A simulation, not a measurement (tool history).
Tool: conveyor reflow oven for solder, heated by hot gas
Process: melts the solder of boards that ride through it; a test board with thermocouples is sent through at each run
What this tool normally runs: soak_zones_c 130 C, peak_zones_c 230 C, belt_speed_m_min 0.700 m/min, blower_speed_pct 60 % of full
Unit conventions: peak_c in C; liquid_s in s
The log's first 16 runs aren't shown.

run   hour  soak_zones_c  peak_zones_c  belt_speed_m_min  blower_speed_pct  peak_c  liquid_s
 17  438.0           142           243             0.795                60   215.7      38.4
 18  454.4           142           231             0.795                60   206.4      31.7
 19  469.9           142           231             0.795                60   206.4      32.1
 20  490.2           142           231             0.795                60   206.5      32.0
 21  504.1           142           231             0.795                60   206.4      31.8
 22  525.3           118           235             0.700                60   208.9      33.2
 23  554.2           118           235             0.700                60   208.9      32.9
 24  576.2           118           235             0.700                60   208.8      33.2
 25  590.9           127           230             0.638                60   210.2      40.6
 26  617.3           130           230             0.700                55   205.7      32.6
 27  637.9           130           224             0.580                64   209.9      46.5
 28  655.2           132           236             0.580                64   220.9      55.3
     679.3  -- thermocouples of zones 6 and 7 changed
 29  688.8           132           236             0.580                64   220.7      55.1
 30  717.1           130           226             0.657                60   206.3      36.8
 31  744.8           117           226             0.657                82   210.7      38.7

Below are 3 alternative next runs, each starting from the tool's condition after run 31. Predict each:
     763.6  -- belt drive overhauled, speed set with a stopwatch
  A  776.6           117           224             0.657                53       ?         ?
     763.6  -- belt drive overhauled, speed set with a stopwatch
  B  776.6           130           230             0.656                57       ?         ?
     763.6  -- belt drive overhauled, speed set with a stopwatch
  C  776.6           126           230             0.830                84       ?         ?

run  peak_c  liquid_s
  A   198.8      25.1
  B   208.1      38.4
  C   208.4      29.6
Take away the tool's hidden state, keep each run's random variation, and the runs would have read:
run  peak_c  liquid_s
  A   198.8      25.2
  B   208.2      38.5
  C   208.5      29.7
